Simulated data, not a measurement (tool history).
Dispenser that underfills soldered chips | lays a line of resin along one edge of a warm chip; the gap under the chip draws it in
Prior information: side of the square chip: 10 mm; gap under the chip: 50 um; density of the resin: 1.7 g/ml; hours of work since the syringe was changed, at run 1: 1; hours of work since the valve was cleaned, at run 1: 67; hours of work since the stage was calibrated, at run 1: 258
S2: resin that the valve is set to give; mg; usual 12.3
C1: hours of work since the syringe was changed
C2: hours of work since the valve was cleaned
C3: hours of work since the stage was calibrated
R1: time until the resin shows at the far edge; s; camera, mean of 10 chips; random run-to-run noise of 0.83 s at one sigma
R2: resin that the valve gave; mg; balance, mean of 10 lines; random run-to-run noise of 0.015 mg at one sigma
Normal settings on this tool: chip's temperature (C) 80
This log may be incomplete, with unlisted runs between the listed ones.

{"run": 1, "day": 0.0, "chip's temperature (C)": 80, "S2": 12.3, "C1": 1, "C2": 67, "C3": 258, "R1": 89.9, "R2": 12.02}
{"day": 0.262, "done": "dispensing valve cleaned and set on the balance"}
{"day": 0.379, "done": "new syringe of resin"}
{"run": 2, "day": 0.433, "chip's temperature (C)": 80, "S2": 12.3, "C1": 1, "C2": 3, "C3": 264, "R1": 90.0, "R2": 12.26}
{"day": 0.742, "done": "new syringe of resin"}
{"run": 3, "day": 0.779, "chip's temperature (C)": 80, "S2": 12.3, "C1": 1, "C2": 8, "C3": 270, "R1": 87.8, "R2": 12.25}
{"day": 1.108, "done": "new syringe of resin"}
{"run": 4, "day": 1.25, "chip's temperature (C)": 80, "S2": 12.3, "C1": 2, "C2": 16, "C3": 277, "R1": 102.5, "R2": 12.21}
{"day": 1.492, "done": "new syringe of resin"}
{"run": 5, "day": 1.554, "chip's temperature (C)": 80, "S2": 12.3, "C1": 1, "C2": 21, "C3": 282, "R1": 92.3, "R2": 12.17}
{"day": 1.838, "done": "new syringe of resin"}
{"day": 2.204, "done": "new syringe of resin"}
{"run": 6, "day": 2.25, "chip's temperature (C)": 80, "S2": 12.3, "C1": 1, "C2": 32, "C3": 293, "R1": 92.2, "R2": 12.17}
{"day": 2.554, "done": "new syringe of resin"}
{"run": 7, "day": 2.558, "chip's temperature (C)": 80, "S2": 12.3, "C1": 0, "C2": 37, "C3": 298, "R1": 84.9, "R2": 12.12}
{"day": 2.875, "done": "new syringe of resin"}
{"run": 8, "day": 3.008, "chip's temperature (C)": 80, "S2": 12.3, "C1": 2, "C2": 44, "C3": 305, "R1": 101.2, "R2": 12.07}
{"day": 3.254, "done": "new syringe of resin"}
{"run": 9, "day": 3.542, "chip's temperature (C)": 80, "S2": 12.3, "C1": 5, "C2": 53, "C3": 314, "R1": 128.8, "R2": 12.04}
{"day": 3.608, "done": "new syringe of resin"}
{"run": 10, "day": 3.892, "chip's temperature (C)": 80, "S2": 15.5, "C1": 5, "C2": 58, "C3": 320, "R1": 125.1, "R2": 15.19}
{"day": 3.942, "done": "new syringe of resin"}
{"day": 4.304, "done": "new syringe of resin"}
{"run": 11, "day": 4.458, "chip's temperature (C)": 80, "S2": 11.5, "C1": 3, "C2": 67, "C3": 329, "R1": 110.5, "R2": 11.25}
{"day": 4.633, "done": "new syringe of resin"}
{"day": 4.733, "done": "dispensing valve cleaned and set on the balance"}
{"run": 12, "day": 4.838, "chip's temperature (C)": 80, "S2": 11.5, "C1": 3, "C2": 2, "C3": 334, "R1": 109.9, "R2": 11.5}

Expected results for the next run?
{"day": 5.0, "done": "new syringe of resin"}
{"day": 5.325, "done": "new syringe of resin"}
{"run": 13, "day": 5.367, "chip's temperature (C)": 71, "S2": 12.0, "C1": 1, "C2": 10, "C3": 343, "R1": "?", "R2": "?"}

{"run 13": {"R1": 134.5, "R2": 12.0}}
Without the tool's hidden state the same run would have given R1 114.1 s, R2 12.02 mg.
